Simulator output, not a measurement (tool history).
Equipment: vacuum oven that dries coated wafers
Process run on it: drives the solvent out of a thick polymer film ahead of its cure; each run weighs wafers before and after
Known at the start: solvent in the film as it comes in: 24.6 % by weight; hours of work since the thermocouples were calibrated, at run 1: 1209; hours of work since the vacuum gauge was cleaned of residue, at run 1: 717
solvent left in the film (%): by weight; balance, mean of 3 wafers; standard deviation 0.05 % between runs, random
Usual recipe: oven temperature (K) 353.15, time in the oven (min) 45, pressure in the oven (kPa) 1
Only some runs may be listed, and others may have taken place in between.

run   hour  oven temperature (K)  time in the oven (min)  pressure in the oven (kPa)  hours of work since the thermocouples were calibrated  hours of work since the vacuum gauge was cleaned of residue  solvent left in the film (%)
  1      0                353.15                      45                           1                                                   1209                                                          717                          1.27
  2   37.2                353.15                      45                        0.58                                                   1225                                                          732                          1.09
  3   74.4                353.15                      45                        0.58                                                   1240                                                          748                           1.1
  4  112.7                353.15                      45                        0.58                                                   1256                                                          764                          1.06
  5    138                353.15                      45                           1                                                   1266                                                          774                          1.25
  6  163.5                353.15                      45                           1                                                   1277                                                          785                           1.2
  7    209                353.15                      45                        1.25                                                   1296                                                          803                          1.38

Run 8 has not been measured yet. What should we expect?
  8  252.6                344.15                      33                        1.21                                                   1314                                                          821                             ?

Run 8 yielded solvent left in the film (%) 6.94.
Were there no unlogged condition in the tool, this run, its random variation unchanged, would have produced solvent left in the film (%) 6.4.
